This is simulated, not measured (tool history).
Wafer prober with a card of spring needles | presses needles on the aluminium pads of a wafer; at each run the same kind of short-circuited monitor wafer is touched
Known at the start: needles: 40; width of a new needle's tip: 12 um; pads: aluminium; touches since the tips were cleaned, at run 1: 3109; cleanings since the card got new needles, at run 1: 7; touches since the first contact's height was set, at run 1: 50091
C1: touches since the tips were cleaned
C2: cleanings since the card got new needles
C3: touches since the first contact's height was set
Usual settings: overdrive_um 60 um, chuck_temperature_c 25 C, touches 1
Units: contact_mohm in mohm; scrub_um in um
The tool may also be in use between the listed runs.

Run 1, hour 0: usual settings; C1 3109; C2 7; C3 50091. Result: contact_mohm 404 mohm, scrub_um 16.03 um.
Run 2, hour 7: usual settings; C1 4713; C2 7; C3 51695. Result: contact_mohm 432 mohm, scrub_um 16.05 um.
Run 3, hour 12.5: usual settings; C1 5947; C2 7; C3 52929. Result: contact_mohm 449 mohm, scrub_um 16.06 um.
At hour 16.3: tips cleaned on abrasive film.
Run 4, hour 21.3: usual settings; C1 1137; C2 8; C3 54919. Result: contact_mohm 333 mohm, scrub_um 16.01 um.
Run 5, hour 27.3: usual settings; C1 2508; C2 8; C3 56290. Result: contact_mohm 388 mohm, scrub_um 16.01 um.
Run 6, hour 39: usual settings; C1 5158; C2 8; C3 58940. Result: contact_mohm 437 mohm, scrub_um 16.02 um.
Run 7, hour 44.4: usual settings; C1 6388; C2 8; C3 60170. Result: contact_mohm 462 mohm, scrub_um 16 um.
At hour 46.5: tips cleaned on abrasive film.
Run 8, hour 54.1: usual settings; C1 1743; C2 9; C3 62363. Result: contact_mohm 353 mohm, scrub_um 16.05 um.
Run 9, hour 64.1: usual settings; C1 4008; C2 9; C3 64628. Result: contact_mohm 413 mohm, scrub_um 16.06 um.
Run 10, hour 70: usual settings but overdrive_um 48 um; C1 5356; C2 9; C3 65976. Result: contact_mohm 533 mohm, scrub_um 12.79 um.
Run 11, hour 75.5: usual settings but overdrive_um 48 um; C1 6615; C2 9; C3 67235. Result: contact_mohm 559 mohm, scrub_um 12.77 um.
At hour 76.6: tips cleaned on abrasive film.
Run 12, hour 83.5: usual settings but overdrive_um 48 um; C1 1566; C2 10; C3 69025. Result: contact_mohm 398 mohm, scrub_um 12.75 um.
Run 13, hour 93.2: usual settings; C1 3782; C2 10; C3 71241. Result: contact_mohm 415 mohm, scrub_um 16.01 um.
Run 14, hour 99.7: usual settings; C1 5253; C2 10; C3 72712. Result: contact_mohm 444 mohm, scrub_um 16.01 um.
At hour 106.8: tips cleaned on abrasive film.
Run 15, hour 109.2: usual settings; C1 535; C2 11; C3 74840. Result: contact_mohm 307 mohm, scrub_um 16.01 um.
Run 16, hour 115: usual settings but touches 3; C1 1863; C2 11; C3 76168. Result: contact_mohm 296 mohm, scrub_um 16 um.
Run 17, hour 125.4: usual settings but touches 3; C1 4228; C2 11; C3 78533. Result: contact_mohm 316 mohm, scrub_um 15.98 um.
At hour 136.8: tips cleaned on abrasive film.
Run 18, hour 137.5: usual settings but touches 3; C1 159; C2 12; C3 81262. Result: contact_mohm 263 mohm, scrub_um 15.96 um.
Run 19, hour 143.9: usual settings but touches 3; C1 1631; C2 12; C3 82734. Result: contact_mohm 286 mohm, scrub_um 15.97 um.
Run 20, hour 150: usual settings but chuck_temperature_c 51 C; C1 3006; C2 12; C3 84109. Result: contact_mohm 397 mohm, scrub_um 15.98 um.
Run 21, hour 155.3: usual settings but chuck_temperature_c 51 C; C1 4221; C2 12; C3 85324. Result: contact_mohm 430 mohm, scrub_um 15.96 um.
Run 22, hour 163.9: usual settings but chuck_temperature_c 51 C; C1 6183; C2 12; C3 87286. Result: contact_mohm 456 mohm, scrub_um 15.97 um.
At hour 167: tips cleaned on abrasive film.
Run 23, hour 170.9: usual settings but overdrive_um 71 um, chuck_temperature_c 51 C; C1 893; C2 13; C3 88848. Result: contact_mohm 305 mohm, scrub_um 18.92 um.
Run 24, hour 179.5: usual settings but overdrive_um 64 um, chuck_temperature_c 43 C, touches 3; C1 2855; C2 13; C3 90810. Result: contact_mohm 304 mohm, scrub_um 16.99 um.
Run 25, hour 187.2: usual settings but overdrive_um 64 um, chuck_temperature_c 43 C, touches 3; C1 4605; C2 13; C3 92560. Result: contact_mohm 319 mohm, scrub_um 17.03 um.
Run 26, hour 194.2: usual settings but overdrive_um 64 um, chuck_temperature_c 43 C, touches 3; C1 6188; C2 13; C3 94143. Result: contact_mohm 319 mohm, scrub_um 17.04 um.
At hour 196.8: tips cleaned on abrasive film.
Run 27, hour 205.1: usual settings but chuck_temperature_c 50 C; C1 1887; C2 14; C3 96610. Result: contact_mohm 370 mohm, scrub_um 15.94 um.
Run 28, hour 215.8: usual settings but chuck_temperature_c 50 C; C1 4323; C2 14; C3 99046. Result: contact_mohm 438 mohm, scrub_um 15.94 um.
At hour 221.7: height of the first contact set anew.
Run 29, hour 222.7: usual settings but overdrive_um 59 um, chuck_temperature_c 61 C, touches 2; C1 5820; C2 14; C3 219. Result: contact_mohm 377 mohm, scrub_um 15.89 um.
At hour 226.7: tips cleaned on abrasive film.
Run 30, hour 229.5: usual settings but overdrive_um 78 um, chuck_temperature_c 120 C; C1 625; C2 15; C3 1739. Result: contact_mohm 307 mohm, scrub_um 20.98 um.
Run 31, hour 234.7: usual settings but overdrive_um 65 um, chuck_temperature_c 120 C; C1 1824; C2 15; C3 2938. Result: contact_mohm 363 mohm, scrub_um 17.51 um.
Run 32, hour 241.8: usual settings but overdrive_um 65 um, chuck_temperature_c 120 C; C1 3422; C2 15; C3 4536. Result: contact_mohm 400 mohm, scrub_um 17.48 um.
Run 33, hour 249.1: usual settings but overdrive_um 48 um, chuck_temperature_c 58 C, touches 2; C1 5089; C2 15; C3 6203. Result: contact_mohm 421 mohm, scrub_um 12.92 um.
At hour 256.2: tips cleaned on abrasive film.
Run 34, hour 260.3: usual settings; C1 926; C2 16; C3 8736. Result: contact_mohm 321 mohm, scrub_um 16.14 um.
Run 35, hour 266.3: usual settings but overdrive_um 80 um; C1 2286; C2 16; C3 10096. Result: contact_mohm 327 mohm, scrub_um 21.5 um.

4 ways to go on from here, each from the tool as it stands after run 35. What would each give?
Run A, hour 272.7: usual settings; C1 3745; C2 16; C3 11555. Result: contact_mohm ?, scrub_um ?.
Run B, hour 272.7: usual settings but overdrive_um 48 um, touches 2; C1 3745; C2 16; C3 11555. Result: contact_mohm ?, scrub_um ?.
Run C, hour 272.7: usual settings but overdrive_um 80 um, chuck_temperature_c 67 C; C1 3745; C2 16; C3 11555. Result: contact_mohm ?, scrub_um ?.
Run D, hour 272.7: usual settings but overdrive_um 68 um, chuck_temperature_c 50 C; C1 3745; C2 16; C3 11555. Result: contact_mohm ?, scrub_um ?.

run  contact_mohm  scrub_um
  A           420     16.12
  B           400      12.9
  C           357     21.51
  D           386     18.25
Without the tool's hidden state the same runs would have given:
run  contact_mohm  scrub_um
  A           259     16.14
  B           260     12.93
  C           263     21.53
  D           261     18.28

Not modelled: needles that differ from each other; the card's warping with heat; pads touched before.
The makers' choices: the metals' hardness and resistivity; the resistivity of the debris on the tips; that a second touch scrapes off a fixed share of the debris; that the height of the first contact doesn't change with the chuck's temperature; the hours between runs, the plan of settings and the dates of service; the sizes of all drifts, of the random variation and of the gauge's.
